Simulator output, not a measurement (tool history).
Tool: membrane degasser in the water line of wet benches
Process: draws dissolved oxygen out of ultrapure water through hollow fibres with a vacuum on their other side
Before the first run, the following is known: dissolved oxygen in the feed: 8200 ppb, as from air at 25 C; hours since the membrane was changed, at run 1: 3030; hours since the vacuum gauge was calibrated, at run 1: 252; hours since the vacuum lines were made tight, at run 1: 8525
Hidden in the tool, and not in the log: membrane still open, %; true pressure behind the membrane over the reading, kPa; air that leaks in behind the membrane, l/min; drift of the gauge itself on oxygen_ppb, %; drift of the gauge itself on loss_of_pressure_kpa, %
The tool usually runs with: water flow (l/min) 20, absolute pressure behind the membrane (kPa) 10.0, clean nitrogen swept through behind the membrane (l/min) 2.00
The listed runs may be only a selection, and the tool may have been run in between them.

run    hour  water flow (l/min)  absolute pressure behind the membrane (kPa)  clean nitrogen swept through behind the membrane (l/min)  hours since the membrane was changed  hours since the vacuum gauge was calibrated  hours since the vacuum lines were made tight  dissolved oxygen in the water behind the degasser (ppb)  pressure that the water loses in the fibres (kPa)
  1     0.0                  20                                         10.0                                                      2.00                                  3030                                          252                                          8525                                                    168.0                                              27.08
  2    55.0                  20                                         10.0                                                      2.00                                  3085                                          307                                          8580                                                    167.9                                              27.25
  3   148.7                  16                                         10.0                                                      2.00                                  3179                                          401                                          8674                                                    135.1                                              21.83
  4   223.9                  20                                         19.2                                                      2.00                                  3254                                          476                                          8749                                                    376.9                                              27.47
  5   303.2                  20                                         19.2                                                      2.00                                  3333                                          556                                          8829                                                    376.6                                              27.51
  6   354.5                  20                                         19.2                                                      2.00                                  3385                                          607                                          8880                                                    375.3                                              27.24
  7   423.9                  20                                         19.2                                                      2.00                                  3454                                          676                                          8949                                                    376.1                                              27.27
  8   522.1                  20                                         19.9                                                      2.00                                  3552                                          774                                          9047                                                    394.0                                              27.43
  9   581.3                  20                                         19.9                                                      2.00                                  3611                                          834                                          9107                                                    390.4                                              27.30
 10   653.3                  20                                         19.9                                                      2.00                                  3683                                          906                                          9179                                                    392.1                                              27.43
 11   726.5                  12                                         10.0                                                      2.00                                  3757                                          979                                          9252                                                    103.2                                              16.24
 12   828.9                  20                                          6.2                                                      2.00                                  3859                                         1081                                          9354                                                     79.9                                              27.48
 13   932.4                  20                                         11.3                                                      2.00                                  3963                                         1185                                          9458                                                    197.9                                              27.43
 14   979.6                  20                                         11.3                                                      2.00                                  4010                                         1232                                          9505                                                    197.3                                              27.35
 15  1026.1                  29                                         11.3                                                      2.00                                  4056                                         1278                                          9552                                                    283.0                                              39.72
 16  1120.4                  29                                         11.3                                                      3.71                                  4151                                         1373                                          9646                                                    168.6                                              39.74
 17  1207.7                  15                                         18.8                                                      4.62                                  4238                                         1460                                          9733                                                    131.0                                              20.60
 18  1299.0                  15                                         18.8                                                      4.62                                  4329                                         1551                                          9824                                                    130.9                                              20.66
 19  1382.2                  15                                         18.8                                                      4.62                                  4412                                         1635                                          9908                                                    130.7                                              20.55
     1392.2  -- vacuum gauge calibrated
 20  1457.6                  17                                         20.3                                                      1.00                                  4487                                           65                                          9982                                                    630.7                                              23.36
 21  1526.2                  13                                         10.0                                                      2.84                                  4556                                          134                                         10051                                                     80.1                                              17.86
 22  1589.0                  13                                          6.3                                                      2.11                                  4619                                          197                                         10114                                                     50.7                                              18.03
     1650.1  -- vacuum gauge calibrated, once more
 23  1660.6                  14                                          9.3                                                      3.29                                  4690                                           11                                         10185                                                     67.8                                              19.03
 24  1715.8                  14                                          9.3                                                      3.29                                  4745                                           66                                         10240                                                     67.5                                              19.21
 25  1796.4                  29                                          6.2                                                      2.83                                  4825                                          146                                         10321                                                     89.0                                              39.58
 26  1899.4                  30                                         15.7                                                      1.73                                  4928                                          249                                         10424                                                    490.9                                              41.25
 27  1999.0                  30                                         15.7                                                      2.40                                  5028                                          349                                         10523                                                    369.2                                              41.31
 28  2101.0                  13                                         12.0                                                      4.32                                  5130                                          451                                         10625                                                     69.4                                              17.91
 29  2177.7                  16                                         11.0                                                      4.34                                  5207                                          528                                         10702                                                     75.8                                              22.06
 30  2227.2                  13                                         10.0                                                      1.16                                  5256                                          577                                         10752                                                    181.9                                              18.08
 31  2290.0                  22                                         10.5                                                      2.29                                  5319                                          640                                         10814                                                    174.4                                              30.17
 32  2353.4                  22                                          7.7                                                      2.10                                  5383                                          703                                         10878                                                    121.7                                              30.23

Here are 3 independent what-if runs from the current tool condition. What would each one return?
  A  2454.3                  27                                          7.7                                                      3.42                                  5483                                          804                                         10979                                                        ?                                                  ?
  B  2454.3                  20                                         24.4                                                      1.82                                  5483                                          804                                         10979                                                        ?                                                  ?
  C  2454.3                  22                                         10.0                                                      2.00                                  5483                                          804                                         10979                                                        ?                                                  ?

run  dissolved oxygen in the water behind the degasser (ppb)  pressure that the water loses in the fibres (kPa)
  A                                                    100.9                                              37.08
  B                                                    531.7                                              27.67
  C                                                    184.5                                              30.52
What these runs would have given with no unlogged condition in the tool:
run  dissolved oxygen in the water behind the degasser (ppb)  pressure that the water loses in the fibres (kPa)
  A                                                     97.7                                              36.20
  B                                                    520.6                                              27.02
  C                                                    180.4                                              29.80
